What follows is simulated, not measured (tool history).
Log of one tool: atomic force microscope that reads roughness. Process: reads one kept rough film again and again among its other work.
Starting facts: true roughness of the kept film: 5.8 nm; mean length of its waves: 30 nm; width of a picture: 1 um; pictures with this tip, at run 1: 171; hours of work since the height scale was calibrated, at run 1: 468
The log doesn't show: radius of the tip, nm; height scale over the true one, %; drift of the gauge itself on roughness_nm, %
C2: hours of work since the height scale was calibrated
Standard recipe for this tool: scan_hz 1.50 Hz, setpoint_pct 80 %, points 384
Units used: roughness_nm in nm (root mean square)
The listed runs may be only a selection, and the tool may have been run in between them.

run 1 hour=0.0 | scan_hz=1.50 setpoint_pct=80 points=384 | pictures_with_this_tip=171 C2=468 | roughness_nm=4.326
run 2 hour=33.7 | scan_hz=1.50 setpoint_pct=80 points=384 | pictures_with_this_tip=230 C2=490 | roughness_nm=4.227
-- hour=61.6 new tip fitted
run 3 hour=75.4 | scan_hz=1.50 setpoint_pct=80 points=384 | pictures_with_this_tip=24 C2=516 | roughness_nm=4.518
run 4 hour=102.5 | scan_hz=1.50 setpoint_pct=80 points=384 | pictures_with_this_tip=72 C2=533 | roughness_nm=4.442
run 5 hour=141.7 | scan_hz=1.50 setpoint_pct=80 points=384 | pictures_with_this_tip=140 C2=558 | roughness_nm=4.313
run 6 hour=196.2 | scan_hz=1.50 setpoint_pct=84 points=384 | pictures_with_this_tip=236 C2=593 | roughness_nm=4.081
-- hour=224.4 new tip fitted
run 7 hour=224.4 | scan_hz=1.50 setpoint_pct=84 points=384 | pictures_with_this_tip=0 C2=611 | roughness_nm=4.528
run 8 hour=263.6 | scan_hz=1.50 setpoint_pct=76 points=384 | pictures_with_this_tip=69 C2=636 | roughness_nm=4.593
run 9 hour=314.6 | scan_hz=1.50 setpoint_pct=76 points=384 | pictures_with_this_tip=158 C2=668 | roughness_nm=4.467
run 10 hour=352.8 | scan_hz=2.91 setpoint_pct=76 points=384 | pictures_with_this_tip=225 C2=693 | roughness_nm=4.022
-- hour=388.3 new tip fitted
run 11 hour=408.2 | scan_hz=2.91 setpoint_pct=76 points=384 | pictures_with_this_tip=35 C2=728 | roughness_nm=4.294
run 12 hour=457.4 | scan_hz=2.91 setpoint_pct=76 points=384 | pictures_with_this_tip=121 C2=759 | roughness_nm=4.170
run 13 hour=486.0 | scan_hz=1.50 setpoint_pct=80 points=384 | pictures_with_this_tip=171 C2=777 | roughness_nm=4.352
run 14 hour=522.1 | scan_hz=1.50 setpoint_pct=80 points=384 | pictures_with_this_tip=234 C2=800 | roughness_nm=4.212
-- hour=549.6 new tip fitted
run 15 hour=550.2 | scan_hz=0.66 setpoint_pct=80 points=384 | pictures_with_this_tip=1 C2=818 | roughness_nm=4.945
run 16 hour=599.6 | scan_hz=0.66 setpoint_pct=80 points=384 | pictures_with_this_tip=87 C2=849 | roughness_nm=4.793
run 17 hour=631.9 | scan_hz=0.59 setpoint_pct=80 points=384 | pictures_with_this_tip=144 C2=870 | roughness_nm=4.676
run 18 hour=691.8 | scan_hz=1.50 setpoint_pct=80 points=384 | pictures_with_this_tip=248 C2=908 | roughness_nm=4.237
-- hour=708.6 new tip fitted
run 19 hour=723.7 | scan_hz=1.50 setpoint_pct=83 points=475 | pictures_with_this_tip=27 C2=928 | roughness_nm=4.553
run 20 hour=754.2 | scan_hz=1.50 setpoint_pct=83 points=475 | pictures_with_this_tip=80 C2=948 | roughness_nm=4.496
run 21 hour=800.6 | scan_hz=2.80 setpoint_pct=81 points=798 | pictures_with_this_tip=161 C2=977 | roughness_nm=4.038
run 22 hour=837.0 | scan_hz=2.80 setpoint_pct=71 points=693 | pictures_with_this_tip=225 C2=1001 | roughness_nm=4.260
-- hour=869.8 new tip fitted
run 23 hour=871.8 | scan_hz=1.50 setpoint_pct=65 points=286 | pictures_with_this_tip=4 C2=1022 | roughness_nm=4.872
run 24 hour=896.7 | scan_hz=1.50 setpoint_pct=88 points=286 | pictures_with_this_tip=47 C2=1038 | roughness_nm=4.320
-- hour=925.7 height scale calibrated on a step standard
run 25 hour=941.5 | scan_hz=1.50 setpoint_pct=88 points=286 | pictures_with_this_tip=124 C2=10 | roughness_nm=4.086
run 26 hour=996.0 | scan_hz=1.50 setpoint_pct=88 points=286 | pictures_with_this_tip=220 C2=45 | roughness_nm=3.924
-- hour=1031.7 new tip fitted
run 27 hour=1051.5 | scan_hz=1.50 setpoint_pct=88 points=286 | pictures_with_this_tip=35 C2=80 | roughness_nm=4.281
run 28 hour=1091.5 | scan_hz=0.55 setpoint_pct=69 points=384 | pictures_with_this_tip=105 C2=105 | roughness_nm=4.759
run 29 hour=1118.2 | scan_hz=0.58 setpoint_pct=80 points=384 | pictures_with_this_tip=152 C2=122 | roughness_nm=4.604
run 30 hour=1159.5 | scan_hz=3.44 setpoint_pct=71 points=384 | pictures_with_this_tip=224 C2=149 | roughness_nm=4.059
-- hour=1194.5 new tip fitted
run 31 hour=1220.4 | scan_hz=3.44 setpoint_pct=71 points=384 | pictures_with_this_tip=46 C2=187 | roughness_nm=4.290
run 32 hour=1257.1 | scan_hz=0.95 setpoint_pct=86 points=548 | pictures_with_this_tip=110 C2=211 | roughness_nm=4.471
run 33 hour=1306.5 | scan_hz=0.95 setpoint_pct=86 points=548 | pictures_with_this_tip=196 C2=242 | roughness_nm=4.307
run 34 hour=1352.1 | scan_hz=1.50 setpoint_pct=80 points=701 | pictures_with_this_tip=276 C2=271 | roughness_nm=4.138
-- hour=1357.8 new tip fitted
run 35 hour=1402.7 | scan_hz=1.50 setpoint_pct=80 points=701 | pictures_with_this_tip=79 C2=303 | roughness_nm=4.435

What if the next run were any one of these 3? Each begins from the tool's condition after run 35:
run A hour=1444.9 | scan_hz=2.17 setpoint_pct=90 points=646 | pictures_with_this_tip=153 C2=330 | roughness_nm=?
run B hour=1444.9 | scan_hz=1.25 setpoint_pct=65 points=526 | pictures_with_this_tip=153 C2=330 | roughness_nm=?
run C hour=1444.9 | scan_hz=1.50 setpoint_pct=75 points=874 | pictures_with_this_tip=153 C2=330 | roughness_nm=?

run=A roughness_nm=3.834
run=B roughness_nm=4.609
run=C roughness_nm=4.453
The same runs, with their run-to-run variation unchanged, on a tool lacking any hidden condition would have given:
run=A roughness_nm=4.071
run=B roughness_nm=4.894
run=C roughness_nm=4.729

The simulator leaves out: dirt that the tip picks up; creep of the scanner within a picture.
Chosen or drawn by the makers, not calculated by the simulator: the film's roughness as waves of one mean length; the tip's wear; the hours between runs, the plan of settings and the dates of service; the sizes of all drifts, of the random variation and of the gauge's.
